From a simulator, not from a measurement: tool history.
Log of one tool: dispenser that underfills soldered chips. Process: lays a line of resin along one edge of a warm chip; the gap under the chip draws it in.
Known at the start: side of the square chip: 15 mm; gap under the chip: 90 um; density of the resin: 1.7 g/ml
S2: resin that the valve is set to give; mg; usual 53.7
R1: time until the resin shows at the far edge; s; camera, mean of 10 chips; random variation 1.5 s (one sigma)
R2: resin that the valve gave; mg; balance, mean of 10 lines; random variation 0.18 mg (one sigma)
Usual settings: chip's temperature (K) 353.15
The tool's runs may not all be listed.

Run 1, day 0.000: usual settings. Result: R1 275.0 s, R2 52.85 mg.
At day 0.154: new syringe of resin.
Run 2, day 0.158: usual settings. Result: R1 147.0 s, R2 52.86 mg.
Run 3, day 0.333: usual settings. Result: R1 194.2 s, R2 52.67 mg.
Run 4, day 0.558: usual settings. Result: R1 265.0 s, R2 52.70 mg.
At day 0.754: new syringe of resin.
Run 5, day 0.775: usual settings. Result: R1 153.0 s, R2 52.78 mg.
Run 6, day 0.875: usual settings but chip's temperature (K) 357.15. Result: R1 151.0 s, R2 52.73 mg.
Run 7, day 1.038: usual settings but chip's temperature (K) 367.15, S2 49.4 mg. Result: R1 126.8 s, R2 48.26 mg.

The next listed run, before its measurement:
Run 8, day 1.192: usual settings but chip's temperature (K) 349.15, S2 60.1 mg. Result: R1 ?, R2 ?.

{"run 8": {"R1": 324.6, "R2": 58.57}}
Without the tool's hidden state the same run would have given R1 170.3 s, R2 60.05 mg.
